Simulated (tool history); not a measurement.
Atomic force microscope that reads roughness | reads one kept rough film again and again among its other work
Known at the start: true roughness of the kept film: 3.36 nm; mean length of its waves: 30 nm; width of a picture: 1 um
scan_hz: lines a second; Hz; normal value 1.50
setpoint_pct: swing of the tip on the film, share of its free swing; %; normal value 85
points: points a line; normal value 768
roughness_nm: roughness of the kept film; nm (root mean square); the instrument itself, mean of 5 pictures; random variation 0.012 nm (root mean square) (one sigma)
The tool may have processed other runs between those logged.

{"run": 1, "day": 0.0, "scan_hz": 1.5, "setpoint_pct": 85, "points": 768, "roughness_nm": 2.544}
{"run": 2, "day": 0.733, "scan_hz": 1.02, "setpoint_pct": 85, "points": 768, "roughness_nm": 2.59}
{"run": 3, "day": 1.217, "scan_hz": 1.5, "setpoint_pct": 74, "points": 768, "roughness_nm": 2.623}
{"run": 4, "day": 1.592, "scan_hz": 1.5, "setpoint_pct": 74, "points": 768, "roughness_nm": 2.605}
{"run": 5, "day": 2.1, "scan_hz": 1.5, "setpoint_pct": 74, "points": 768, "roughness_nm": 2.608}
{"run": 6, "day": 2.592, "scan_hz": 1.5, "setpoint_pct": 74, "points": 768, "roughness_nm": 2.579}
{"day": 2.704, "done": "new tip fitted"}
{"run": 7, "day": 2.917, "scan_hz": 1.5, "setpoint_pct": 74, "points": 768, "roughness_nm": 2.813}
{"run": 8, "day": 3.504, "scan_hz": 1.61, "setpoint_pct": 85, "points": 768, "roughness_nm": 2.656}
{"run": 9, "day": 3.917, "scan_hz": 1.61, "setpoint_pct": 85, "points": 768, "roughness_nm": 2.648}
{"run": 10, "day": 4.554, "scan_hz": 1.5, "setpoint_pct": 85, "points": 639, "roughness_nm": 2.654}
{"run": 11, "day": 5.058, "scan_hz": 1.5, "setpoint_pct": 85, "points": 639, "roughness_nm": 2.624}
{"run": 12, "day": 5.388, "scan_hz": 1.5, "setpoint_pct": 85, "points": 586, "roughness_nm": 2.607}
{"run": 13, "day": 5.996, "scan_hz": 1.5, "setpoint_pct": 85, "points": 586, "roughness_nm": 2.576}
{"run": 14, "day": 6.467, "scan_hz": 1.5, "setpoint_pct": 85, "points": 884, "roughness_nm": 2.582}
{"run": 15, "day": 6.996, "scan_hz": 2.33, "setpoint_pct": 85, "points": 768, "roughness_nm": 2.404}
{"run": 16, "day": 7.633, "scan_hz": 2.33, "setpoint_pct": 87, "points": 768, "roughness_nm": 2.372}
{"run": 17, "day": 7.979, "scan_hz": 2.7, "setpoint_pct": 60, "points": 768, "roughness_nm": 2.677}
{"day": 8.088, "done": "height scale calibrated on a step standard"}
{"run": 18, "day": 8.638, "scan_hz": 2.93, "setpoint_pct": 58, "points": 566, "roughness_nm": 2.673}
{"run": 19, "day": 9.096, "scan_hz": 0.79, "setpoint_pct": 65, "points": 306, "roughness_nm": 2.699}
{"day": 9.396, "done": "height scale calibrated on a step standard, once more"}
{"run": 20, "day": 9.854, "scan_hz": 0.79, "setpoint_pct": 65, "points": 306, "roughness_nm": 2.672}
{"run": 21, "day": 10.575, "scan_hz": 0.79, "setpoint_pct": 65, "points": 306, "roughness_nm": 2.651}
{"day": 10.854, "done": "new tip fitted"}
{"run": 22, "day": 11.225, "scan_hz": 2.58, "setpoint_pct": 57, "points": 768, "roughness_nm": 2.906}
{"run": 23, "day": 11.779, "scan_hz": 1.5, "setpoint_pct": 68, "points": 768, "roughness_nm": 2.874}
{"run": 24, "day": 12.092, "scan_hz": 1.26, "setpoint_pct": 85, "points": 768, "roughness_nm": 2.717}
{"run": 25, "day": 12.725, "scan_hz": 0.52, "setpoint_pct": 82, "points": 536, "roughness_nm": 2.855}

What if the next run were any one of these 3? Each begins from the tool's condition after run 25:
{"run": "A", "day": 13.396, "scan_hz": 1.5, "setpoint_pct": 65, "points": 768, "roughness_nm": "?"}
{"run": "B", "day": 13.396, "scan_hz": 0.73, "setpoint_pct": 57, "points": 595, "roughness_nm": "?"}
{"run": "C", "day": 13.396, "scan_hz": 1.5, "setpoint_pct": 89, "points": 396, "roughness_nm": "?"}

run=A roughness_nm=2.837
run=B roughness_nm=2.910
run=C roughness_nm=2.557
The same runs, with their run-to-run variation unchanged, on a tool lacking any hidden condition would have given:
run=A roughness_nm=2.937
run=B roughness_nm=3.012
run=C roughness_nm=2.647
